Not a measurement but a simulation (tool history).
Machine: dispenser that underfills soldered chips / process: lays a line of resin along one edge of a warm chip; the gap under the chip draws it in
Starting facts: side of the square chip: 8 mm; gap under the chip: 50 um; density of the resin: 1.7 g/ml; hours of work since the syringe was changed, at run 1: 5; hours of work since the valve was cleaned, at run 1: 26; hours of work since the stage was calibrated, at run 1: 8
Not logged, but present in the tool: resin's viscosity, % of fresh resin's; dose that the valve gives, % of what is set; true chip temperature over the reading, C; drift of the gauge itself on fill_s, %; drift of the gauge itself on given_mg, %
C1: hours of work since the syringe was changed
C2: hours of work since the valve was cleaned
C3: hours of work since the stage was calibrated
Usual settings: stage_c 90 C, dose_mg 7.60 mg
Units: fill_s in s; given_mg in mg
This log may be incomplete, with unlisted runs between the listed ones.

Run 1, hour 0.0: usual settings; C1 5; C2 26; C3 8. Result: fill_s 36.1 s, given_mg 7.45 mg.
Run 2, hour 3.9: usual settings but stage_c 85 C; C1 8; C2 28; C3 10. Result: fill_s 48.8 s, given_mg 7.45 mg.
Run 3, hour 7.5: usual settings but stage_c 86 C; C1 10; C2 31; C3 13. Result: fill_s 55.6 s, given_mg 7.44 mg.
At hour 9.4: new syringe of resin.
Run 4, hour 12.8: usual settings but stage_c 102 C; C1 2; C2 34; C3 16. Result: fill_s 20.3 s, given_mg 7.42 mg.
Run 5, hour 18.3: usual settings but stage_c 84 C; C1 6; C2 37; C3 19. Result: fill_s 44.0 s, given_mg 7.37 mg.
Run 6, hour 21.2: usual settings but stage_c 84 C; C1 7; C2 39; C3 21. Result: fill_s 48.9 s, given_mg 7.37 mg.
At hour 27.0: dispensing valve cleaned and set on the balance.
Run 7, hour 27.0: usual settings but stage_c 84 C; C1 11; C2 0; C3 24. Result: fill_s 61.1 s, given_mg 7.57 mg.
At hour 27.6: new syringe of resin.
Run 8, hour 31.6: usual settings but stage_c 84 C; C1 3; C2 3; C3 27. Result: fill_s 35.9 s, given_mg 7.57 mg.
Run 9, hour 34.2: usual settings but stage_c 84 C; C1 4; C2 4; C3 29. Result: fill_s 40.3 s, given_mg 7.58 mg.
Run 10, hour 36.6: usual settings; C1 6; C2 6; C3 30. Result: fill_s 37.8 s, given_mg 7.57 mg.
Run 11, hour 42.0: usual settings but dose_mg 8.76 mg; C1 9; C2 9; C3 34. Result: fill_s 47.4 s, given_mg 8.68 mg.
At hour 45.1: new syringe of resin.
Run 12, hour 45.3: usual settings but dose_mg 8.76 mg; C1 0; C2 11; C3 35. Result: fill_s 23.9 s, given_mg 8.70 mg.
Run 13, hour 50.8: usual settings but dose_mg 8.76 mg; C1 4; C2 15; C3 39. Result: fill_s 30.5 s, given_mg 8.68 mg.
Run 14, hour 55.2: usual settings but stage_c 84 C, dose_mg 8.76 mg; C1 6; C2 18; C3 42. Result: fill_s 43.6 s, given_mg 8.63 mg.
Run 15, hour 60.2: usual settings but stage_c 78 C, dose_mg 9.25 mg; C1 10; C2 21; C3 45. Result: fill_s 66.9 s, given_mg 9.12 mg.
At hour 62.5: new syringe of resin.
Run 16, hour 66.4: usual settings but stage_c 92 C, dose_mg 6.66 mg; C1 2; C2 24; C3 49. Result: fill_s 28.1 s, given_mg 6.54 mg.
Run 17, hour 72.5: usual settings but stage_c 83 C, dose_mg 7.30 mg; C1 6; C2 28; C3 53. Result: fill_s 48.3 s, given_mg 7.15 mg.
Run 18, hour 77.0: usual settings but stage_c 83 C, dose_mg 7.30 mg; C1 9; C2 31; C3 55. Result: fill_s 58.3 s, given_mg 7.15 mg.
At hour 80.1: new syringe of resin.
Run 19, hour 81.8: usual settings but stage_c 94 C, dose_mg 7.66 mg; C1 1; C2 34; C3 58. Result: fill_s 24.5 s, given_mg 7.51 mg.
Run 20, hour 85.0: usual settings but stage_c 87 C; C1 3; C2 36; C3 60. Result: fill_s 35.0 s, given_mg 7.42 mg.
Run 21, hour 90.8: usual settings but stage_c 87 C; C1 7; C2 40; C3 64. Result: fill_s 43.5 s, given_mg 7.40 mg.
At hour 95.5: dispensing valve cleaned and set on the balance.
Run 22, hour 97.6: usual settings but stage_c 104 C, dose_mg 7.37 mg; C1 10; C2 1; C3 68. Result: fill_s 36.7 s, given_mg 7.35 mg.
At hour 98.4: new syringe of resin.
Run 23, hour 101.8: usual settings but stage_c 104 C, dose_mg 7.37 mg; C1 2; C2 4; C3 70. Result: fill_s 20.5 s, given_mg 7.34 mg.
Run 24, hour 106.0: usual settings but stage_c 82 C, dose_mg 7.12 mg; C1 5; C2 6; C3 73. Result: fill_s 45.1 s, given_mg 7.12 mg.

Expected results for the next run?
Run 25, hour 110.9: usual settings but stage_c 82 C, dose_mg 7.12 mg; C1 8; C2 10; C3 76. Result: fill_s ?, given_mg ?.

{"run 25": {"fill_s": 55.4, "given_mg": 7.05}}
With no hidden state in the tool, this same run would have given fill_s 30.5 s, given_mg 7.11 mg.
